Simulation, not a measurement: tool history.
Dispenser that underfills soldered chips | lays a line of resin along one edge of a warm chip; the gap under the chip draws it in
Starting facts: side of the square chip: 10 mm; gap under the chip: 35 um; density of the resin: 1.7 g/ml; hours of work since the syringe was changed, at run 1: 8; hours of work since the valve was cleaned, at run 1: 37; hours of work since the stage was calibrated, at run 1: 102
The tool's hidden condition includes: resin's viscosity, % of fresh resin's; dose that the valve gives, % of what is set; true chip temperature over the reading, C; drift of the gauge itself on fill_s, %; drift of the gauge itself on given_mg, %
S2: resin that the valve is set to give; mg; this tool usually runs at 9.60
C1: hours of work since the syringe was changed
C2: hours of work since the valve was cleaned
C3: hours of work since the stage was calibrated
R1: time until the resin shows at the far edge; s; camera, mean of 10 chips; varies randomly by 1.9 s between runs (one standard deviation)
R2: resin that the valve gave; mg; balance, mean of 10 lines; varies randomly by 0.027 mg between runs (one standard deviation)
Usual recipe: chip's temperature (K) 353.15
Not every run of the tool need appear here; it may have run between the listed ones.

{"run": 1, "hour": 0.0, "chip's temperature (K)": 353.15, "S2": 9.6, "C1": 8, "C2": 37, "C3": 102, "R1": 282.9, "R2": 9.34}
{"run": 2, "hour": 4.1, "chip's temperature (K)": 353.15, "S2": 9.6, "C1": 11, "C2": 40, "C3": 105, "R1": 329.4, "R2": 9.32}
{"hour": 5.6, "done": "new syringe of resin"}
{"run": 3, "hour": 10.0, "chip's temperature (K)": 353.15, "S2": 9.6, "C1": 3, "C2": 44, "C3": 109, "R1": 219.1, "R2": 9.26}
{"run": 4, "hour": 15.9, "chip's temperature (K)": 353.15, "S2": 9.6, "C1": 7, "C2": 48, "C3": 113, "R1": 272.5, "R2": 9.21}
{"run": 5, "hour": 19.2, "chip's temperature (K)": 353.15, "S2": 9.6, "C1": 10, "C2": 51, "C3": 116, "R1": 310.8, "R2": 9.21}
{"hour": 22.5, "done": "new syringe of resin"}
{"run": 6, "hour": 23.2, "chip's temperature (K)": 353.15, "S2": 9.6, "C1": 0, "C2": 53, "C3": 118, "R1": 188.3, "R2": 9.25}
{"run": 7, "hour": 27.0, "chip's temperature (K)": 352.15, "S2": 9.11, "C1": 3, "C2": 56, "C3": 121, "R1": 226.4, "R2": 8.7}
{"run": 8, "hour": 31.5, "chip's temperature (K)": 355.15, "S2": 8.34, "C1": 6, "C2": 59, "C3": 124, "R1": 239.5, "R2": 7.98}
{"run": 9, "hour": 36.4, "chip's temperature (K)": 353.15, "S2": 10.62, "C1": 10, "C2": 63, "C3": 128, "R1": 305.0, "R2": 10.13}
{"hour": 39.5, "done": "new syringe of resin"}
{"hour": 41.9, "done": "dispensing valve cleaned and set on the balance"}
{"run": 10, "hour": 43.1, "chip's temperature (K)": 353.15, "S2": 10.62, "C1": 2, "C2": 1, "C3": 132, "R1": 200.1, "R2": 10.58}
{"run": 11, "hour": 50.3, "chip's temperature (K)": 341.15, "S2": 11.91, "C1": 7, "C2": 6, "C3": 137, "R1": 434.9, "R2": 11.84}

Measured minus without-hidden-state, run by run (identical run-to-run variation in each term; gauge scatter may differ):
run=1 R1=+95.2 R2=-0.27
run=2 R1=+142.6 R2=-0.29
run=3 R1=+31.6 R2=-0.32
run=4 R1=+86.3 R2=-0.35
run=5 R1=+122.7 R2=-0.37
run=6 R1=-0.1 R2=-0.39
run=7 R1=+31.1 R2=-0.39
run=8 R1=+65.6 R2=-0.38
run=9 R1=+119.9 R2=-0.51
run=10 R1=+14.7 R2=+0.00
run=11 R1=+128.0 R2=-0.05
